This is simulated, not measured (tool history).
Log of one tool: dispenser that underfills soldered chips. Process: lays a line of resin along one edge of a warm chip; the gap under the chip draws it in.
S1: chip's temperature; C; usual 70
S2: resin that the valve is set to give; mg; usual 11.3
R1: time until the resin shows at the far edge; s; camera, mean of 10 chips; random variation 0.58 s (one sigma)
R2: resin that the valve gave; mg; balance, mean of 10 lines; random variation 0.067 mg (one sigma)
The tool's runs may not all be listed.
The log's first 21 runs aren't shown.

| run | hour | S1 | S2 | R1 | R2 |
|---|---|---|---|---|---|
|  | 161.7 | new syringe of resin |
| 22 | 162.5 | 80 | 11.4 | 36.8 | 11.02 |
| 23 | 167.9 | 80 | 11.4 | 42 | 10.85 |
|  | 169.4 | new syringe of resin |
|  | 174.1 | dispensing valve cleaned and set on the balance |
| 24 | 177.3 | 63 | 10.6 | 84.6 | 10.69 |
|  | 178.4 | new syringe of resin |
| 25 | 185 | 67 | 10.9 | 71.3 | 10.8 |
|  | 185.9 | new syringe of resin |
|  | 193.5 | new syringe of resin |
| 26 | 195.1 | 67 | 10.9 | 63.1 | 10.74 |
| 27 | 199.7 | 67 | 10.9 | 68.8 | 10.72 |
|  | 201.2 | new syringe of resin |
| 28 | 204.6 | 70 | 11.4 | 56.6 | 11.23 |
|  | 209.1 | new syringe of resin |
| 29 | 213 | 85 | 12.2 | 32.6 | 11.86 |
|  | 217.1 | new syringe of resin |
| 30 | 222.9 | 83 | 12.2 | 36.9 | 11.83 |

Forecast run 31:
|  | 224.8 | new syringe of resin |
| 31 | 231.8 | 55 | 11.1 | ? | ? |

R1: 117.1 s
R2: 10.76 mg
Without the tool's hidden state the same run would have given R1 90.6 s, R2 11.1 mg.

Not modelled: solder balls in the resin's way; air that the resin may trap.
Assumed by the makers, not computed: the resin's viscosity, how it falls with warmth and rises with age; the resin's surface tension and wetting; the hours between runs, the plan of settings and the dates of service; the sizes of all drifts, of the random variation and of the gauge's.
